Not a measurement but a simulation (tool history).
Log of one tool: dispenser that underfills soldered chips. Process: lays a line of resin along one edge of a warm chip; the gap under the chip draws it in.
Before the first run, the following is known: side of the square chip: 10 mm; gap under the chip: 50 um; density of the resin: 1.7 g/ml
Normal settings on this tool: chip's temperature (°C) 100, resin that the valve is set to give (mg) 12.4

run   hour  chip's temperature (°C)  resin that the valve is set to give (mg)  time until the resin shows at the far edge (s)  resin that the valve gave (mg)
  1    0.0                      100                                      12.4                                            98.3                           12.45
  2    8.0                      100                                      12.4                                           136.3                           12.32
  3   16.1                      100                                      12.4                                           103.0                           12.27
  4   24.2                      100                                      12.4                                           142.1                           12.23
  5   33.9                      100                                      12.4                                           120.2                           12.17
  6   42.3                      100                                      12.4                                            88.8                           12.17
  7   53.0                      100                                      13.4                                           135.8                           13.13
  8   60.8                      100                                      13.4                                           104.7                           13.09
  9   72.2                      100                                      11.8                                            92.4                           11.51
 10   79.5                      100                                      12.4                                           123.9                           11.96
 11   88.6                      100                                      12.4                                           101.3                           11.93
 12   93.6                      100                                      12.4                                           121.6                           12.05
 13  101.7                      100                                      12.4                                            94.0                           11.93
 14  109.4                      100                                      13.5                                           128.5                           13.01
 15  116.8                      100                                      13.5                                            95.8                           13.02
 16  125.3                      100                                      12.4                                           137.3                           11.94
 17  130.2                      100                                      11.8                                            93.9                           11.23
 18  138.3                      100                                      11.8                                           129.4                           11.30
 19  146.0                      100                                      11.8                                            98.0                           11.16
 20  155.9                       90                                      11.8                                           196.7                           11.19
 21  161.1                       90                                      11.8                                           133.5                           11.14
 22  168.5                       99                                      14.0                                           134.9                           13.21
 23  179.1                       99                                      14.0                                           115.7                           13.14
 24  184.4                       99                                      14.0                                           142.3                           13.09
 25  192.7                       99                                      14.0                                           111.8                           13.16
 26  199.8                       99                                      14.0                                           139.2                           13.91
 27  208.7                      113                                      13.3                                            77.8                           13.19
 28  214.9                       94                                      13.1                                           162.9                           13.08
 29  223.3                       94                                      13.1                                           127.6                           12.97
 30  229.6                       91                                      13.7                                           182.4                           13.51
 31  240.5                      115                                      12.2                                            81.7                           11.95
 32  250.6                      115                                      12.2                                            68.3                           12.02
 33  261.0                      101                                      13.8                                           144.0                           13.53
 34  271.1                       91                                      11.3                                           164.7                           11.03
 35  280.8                      111                                      12.4                                            77.5                           12.07

Between the runs listed above, the log contained 20 entries, not reproduced here. Where in the sequence does each belong, and how does what the log doesn't record of the tool's condition differ from the listed run before to the listed run after?
After run 2, before run 3: new syringe of resin (hour 12.3)
  resin's viscosity, % of fresh resin's: 155.6 -> 116.9; dose that the valve gives, % of what is set: 99.45 -> 99.21; true chip temperature over the reading, C: 0.41 -> 0.42
  what was measured, less what the result would be without the hidden state, time until the resin shows at the far edge (s): +47.8 -> +14.0; resin that the valve gave (mg): -0.07 -> -0.10
After run 4, before run 5: new syringe of resin (hour 26.8)
  resin's viscosity, % of fresh resin's: 162.8 -> 136.3; dose that the valve gives, % of what is set: 98.95 -> 98.64; true chip temperature over the reading, C: 0.43 -> 0.44
  what was measured, less what the result would be without the hidden state, time until the resin shows at the far edge (s): +53.9 -> +31.3; resin that the valve gave (mg): -0.13 -> -0.17
After run 5, before run 6: new syringe of resin (hour 41.3)
  resin's viscosity, % of fresh resin's: 136.3 -> 102.3; dose that the valve gives, % of what is set: 98.64 -> 98.41; true chip temperature over the reading, C: 0.44 -> 0.46
  what was measured, less what the result would be without the hidden state, time until the resin shows at the far edge (s): +31.3 -> +1.1; resin that the valve gave (mg): -0.17 -> -0.20
After run 7, before run 8: new syringe of resin (hour 56.3)
  resin's viscosity, % of fresh resin's: 158.3 -> 121.9; dose that the valve gives, % of what is set: 98.07 -> 97.82; true chip temperature over the reading, C: 0.47 -> 0.48
  what was measured, less what the result would be without the hidden state, time until the resin shows at the far edge (s): +49.3 -> +18.0; resin that the valve gave (mg): -0.26 -> -0.29
After run 8, before run 9: new syringe of resin (hour 70.8)
  resin's viscosity, % of fresh resin's: 121.9 -> 105.6; dose that the valve gives, % of what is set: 97.82 -> 97.45; true chip temperature over the reading, C: 0.48 -> 0.5
  what was measured, less what the result would be without the hidden state, time until the resin shows at the far edge (s): +18.0 -> +4.2; resin that the valve gave (mg): -0.29 -> -0.30
After run 10, before run 11: new syringe of resin (hour 85.3)
  resin's viscosity, % of fresh resin's: 142.5 -> 113.9; dose that the valve gives, % of what is set: 97.22 -> 96.93; true chip temperature over the reading, C: 0.51 -> 0.52
  what was measured, less what the result would be without the hidden state, time until the resin shows at the far edge (s): +36.4 -> +11.6; resin that the valve gave (mg): -0.34 -> -0.38
After run 12, before run 13: new syringe of resin (hour 99.8)
  resin's viscosity, % of fresh resin's: 140.1 -> 108.5; dose that the valve gives, % of what is set: 96.78 -> 96.54; true chip temperature over the reading, C: 0.53 -> 0.54
  what was measured, less what the result would be without the hidden state, time until the resin shows at the far edge (s): +34.1 -> +6.7; resin that the valve gave (mg): -0.40 -> -0.42
After run 14, before run 15: new syringe of resin (hour 114.2)
  resin's viscosity, % of fresh resin's: 148.9 -> 110.5; dose that the valve gives, % of what is set: 96.29 -> 96.06; true chip temperature over the reading, C: 0.55 -> 0.56
  what was measured, less what the result would be without the hidden state, time until the resin shows at the far edge (s): +41.3 -> +8.3; resin that the valve gave (mg): -0.50 -> -0.53
After run 16, before run 17: new syringe of resin (hour 129.3)
  resin's viscosity, % of fresh resin's: 156.8 -> 104.3; dose that the valve gives, % of what is set: 95.78 -> 95.62
  what was measured, less what the result would be without the hidden state, time until the resin shows at the far edge (s): +49.0 -> +3.5; resin that the valve gave (mg): -0.53 -> -0.52
After run 18, before run 19: new syringe of resin (hour 143.8)
  resin's viscosity, % of fresh resin's: 145.2 -> 109.9; dose that the valve gives, % of what is set: 95.34 -> 95.11; true chip temperature over the reading, C: 0.59 -> 0.6
  what was measured, less what the result would be without the hidden state, time until the resin shows at the far edge (s): +40.0 -> +8.5; resin that the valve gave (mg): -0.55 -> -0.57
After run 20, before run 21: new syringe of resin (hour 158.2)
  resin's viscosity, % of fresh resin's: 164.7 -> 112.1; dose that the valve gives, % of what is set: 94.8 -> 94.64; true chip temperature over the reading, C: 0.62 -> 0.63
  what was measured, less what the result would be without the hidden state, time until the resin shows at the far edge (s): +76.9 -> +13.9; resin that the valve gave (mg): -0.61 -> -0.63
After run 22, before run 23: new syringe of resin (hour 172.5)
  resin's viscosity, % of fresh resin's: 152 -> 130.1; dose that the valve gives, % of what is set: 94.41 -> 94.06; true chip temperature over the reading, C: 0.64 -> 0.65
  what was measured, less what the result would be without the hidden state, time until the resin shows at the far edge (s): +45.2 -> +25.9; resin that the valve gave (mg): -0.78 -> -0.83
After run 24, before run 25: new syringe of resin (hour 187.0)
  resin's viscosity, % of fresh resin's: 161.7 -> 126.9; dose that the valve gives, % of what is set: 93.9 -> 93.61; true chip temperature over the reading, C: 0.66 -> 0.67
  what was measured, less what the result would be without the hidden state, time until the resin shows at the far edge (s): +53.3 -> +22.7; resin that the valve gave (mg): -0.86 -> -0.90
After run 25, before run 26: dispensing valve cleaned and set on the balance (hour 198.2)
  resin's viscosity, % of fresh resin's: 126.9 -> 163; dose that the valve gives, % of what is set: 93.61 -> 99.78; true chip temperature over the reading, C: 0.67 -> 0.68
  what was measured, less what the result would be without the hidden state, time until the resin shows at the far edge (s): +22.7 -> +52.3; resin that the valve gave (mg): -0.90 -> -0.03
After run 26, before run 27: new syringe of resin (hour 203.3)
  resin's viscosity, % of fresh resin's: 163 -> 126.5; dose that the valve gives, % of what is set: 99.78 -> 99.51; true chip temperature over the reading, C: 0.68 -> 0.69
  what was measured, less what the result would be without the hidden state, time until the resin shows at the far edge (s): +52.3 -> +15.2; resin that the valve gave (mg): -0.03 -> -0.07
After run 28, before run 29: new syringe of resin (hour 217.7)
  resin's viscosity, % of fresh resin's: 162.8 -> 126.8; dose that the valve gives, % of what is set: 99.31 -> 99.06; true chip temperature over the reading, C: 0.7 -> 0.72
  what was measured, less what the result would be without the hidden state, time until the resin shows at the far edge (s): +61.0 -> +24.9; resin that the valve gave (mg): -0.09 -> -0.12
After run 30, before run 31: new syringe of resin (hour 232.4)
  resin's viscosity, % of fresh resin's: 164.4 -> 138.1; dose that the valve gives, % of what is set: 98.86 -> 98.49; true chip temperature over the reading, C: 0.73 -> 0.74
  what was measured, less what the result would be without the hidden state, time until the resin shows at the far edge (s): +69.3 -> +21.6; resin that the valve gave (mg): -0.15 -> -0.18
After run 31, before run 32: new syringe of resin (hour 247.1)
  resin's viscosity, % of fresh resin's: 138.1 -> 114; dose that the valve gives, % of what is set: 98.49 -> 98.18; true chip temperature over the reading, C: 0.74 -> 0.75
  what was measured, less what the result would be without the hidden state, time until the resin shows at the far edge (s): +21.6 -> +7.5; resin that the valve gave (mg): -0.18 -> -0.22
After run 33, before run 34: new syringe of resin (hour 262.1)
  resin's viscosity, % of fresh resin's: 174.8 -> 143.9; dose that the valve gives, % of what is set: 97.84 -> 97.55; true chip temperature over the reading, C: 0.77 -> 0.78
  what was measured, less what the result would be without the hidden state, time until the resin shows at the far edge (s): +60.2 -> +48.6; resin that the valve gave (mg): -0.30 -> -0.28
After run 34, before run 35: new syringe of resin (hour 276.4)
  resin's viscosity, % of fresh resin's: 143.9 -> 118.2; dose that the valve gives, % of what is set: 97.55 -> 97.23; true chip temperature over the reading, C: 0.78 -> 0.8
  what was measured, less what the result would be without the hidden state, time until the resin shows at the far edge (s): +48.6 -> +11.0; resin that the valve gave (mg): -0.28 -> -0.34

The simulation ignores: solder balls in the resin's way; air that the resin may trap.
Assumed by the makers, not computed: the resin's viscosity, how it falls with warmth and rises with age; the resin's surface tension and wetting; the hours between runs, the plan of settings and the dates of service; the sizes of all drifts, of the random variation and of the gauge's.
